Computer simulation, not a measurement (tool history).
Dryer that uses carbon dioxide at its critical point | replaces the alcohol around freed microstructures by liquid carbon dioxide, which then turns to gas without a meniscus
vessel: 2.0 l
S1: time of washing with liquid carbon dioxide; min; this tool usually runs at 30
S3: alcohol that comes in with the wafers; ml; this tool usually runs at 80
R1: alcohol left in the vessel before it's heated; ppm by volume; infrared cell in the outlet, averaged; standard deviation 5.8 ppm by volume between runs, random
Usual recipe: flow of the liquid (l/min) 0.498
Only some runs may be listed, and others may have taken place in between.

{"run": 1, "day": 0.0, "S1": 30, "flow of the liquid (l/min)": 0.498, "S3": 80, "R1": 394}
{"run": 2, "day": 1.238, "S1": 31, "flow of the liquid (l/min)": 0.498, "S3": 80, "R1": 378}
{"run": 3, "day": 2.446, "S1": 31, "flow of the liquid (l/min)": 0.498, "S3": 80, "R1": 385}
{"run": 4, "day": 3.058, "S1": 31, "flow of the liquid (l/min)": 0.498, "S3": 80, "R1": 391}
{"run": 5, "day": 3.683, "S1": 31, "flow of the liquid (l/min)": 0.498, "S3": 80, "R1": 393}
{"run": 6, "day": 4.7, "S1": 31, "flow of the liquid (l/min)": 0.498, "S3": 80, "R1": 400}
{"run": 7, "day": 5.388, "S1": 30, "flow of the liquid (l/min)": 0.498, "S3": 80, "R1": 441}
{"run": 8, "day": 6.321, "S1": 30, "flow of the liquid (l/min)": 0.498, "S3": 80, "R1": 445}
{"run": 9, "day": 6.883, "S1": 30, "flow of the liquid (l/min)": 0.498, "S3": 80, "R1": 434}
{"run": 10, "day": 7.633, "S1": 30, "flow of the liquid (l/min)": 0.498, "S3": 34, "R1": 336}
{"run": 11, "day": 8.4, "S1": 25, "flow of the liquid (l/min)": 0.498, "S3": 80, "R1": 764}
{"run": 12, "day": 9.175, "S1": 30, "flow of the liquid (l/min)": 0.498, "S3": 80, "R1": 468}
{"run": 13, "day": 9.912, "S1": 30, "flow of the liquid (l/min)": 0.471, "S3": 80, "R1": 540}
{"run": 14, "day": 11.175, "S1": 30, "flow of the liquid (l/min)": 0.498, "S3": 80, "R1": 477}
{"run": 15, "day": 12.329, "S1": 30, "flow of the liquid (l/min)": 0.498, "S3": 80, "R1": 498}
{"run": 16, "day": 12.942, "S1": 47, "flow of the liquid (l/min)": 0.699, "S3": 112, "R1": 263}
{"run": 17, "day": 13.667, "S1": 29, "flow of the liquid (l/min)": 0.771, "S3": 80, "R1": 283}
{"run": 18, "day": 14.238, "S1": 29, "flow of the liquid (l/min)": 0.771, "S3": 80, "R1": 276}
{"run": 19, "day": 15.254, "S1": 30, "flow of the liquid (l/min)": 0.32, "S3": 80, "R1": 1829}
{"run": 20, "day": 16.517, "S1": 25, "flow of the liquid (l/min)": 0.358, "S3": 41, "R1": 1273}
{"run": 21, "day": 17.646, "S1": 25, "flow of the liquid (l/min)": 0.358, "S3": 41, "R1": 1259}
{"run": 22, "day": 18.867, "S1": 45, "flow of the liquid (l/min)": 0.364, "S3": 110, "R1": 497}
{"run": 23, "day": 19.508, "S1": 28, "flow of the liquid (l/min)": 0.364, "S3": 37, "R1": 918}
{"run": 24, "day": 20.812, "S1": 28, "flow of the liquid (l/min)": 0.364, "S3": 37, "R1": 902}
{"run": 25, "day": 21.662, "S1": 22, "flow of the liquid (l/min)": 0.364, "S3": 37, "R1": 1578}
{"run": 26, "day": 22.783, "S1": 34, "flow of the liquid (l/min)": 0.498, "S3": 80, "R1": 424}
{"run": 27, "day": 23.725, "S1": 34, "flow of the liquid (l/min)": 0.474, "S3": 22, "R1": 338}
{"run": 28, "day": 24.996, "S1": 32, "flow of the liquid (l/min)": 0.404, "S3": 61, "R1": 727}
{"run": 29, "day": 26.117, "S1": 32, "flow of the liquid (l/min)": 0.404, "S3": 61, "R1": 730}
{"day": 26.679, "done": "purifier's bed changed"}
{"run": 30, "day": 27.521, "S1": 30, "flow of the liquid (l/min)": 0.619, "S3": 80, "R1": 87}

Here are 3 independent what-if runs from the current tool condition. What would each one return?
{"run": "A", "day": 28.646, "S1": 30, "flow of the liquid (l/min)": 0.498, "S3": 89, "R1": "?"}
{"run": "B", "day": 28.646, "S1": 33, "flow of the liquid (l/min)": 0.619, "S3": 39, "R1": "?"}
{"run": "C", "day": 28.646, "S1": 30, "flow of the liquid (l/min)": 0.619, "S3": 63, "R1": "?"}

run=A R1=328
run=B R1=30
run=C R1=83
With no hidden state in the tool, these same runs would have given:
run=A R1=215
run=B R1=13
run=C R1=49
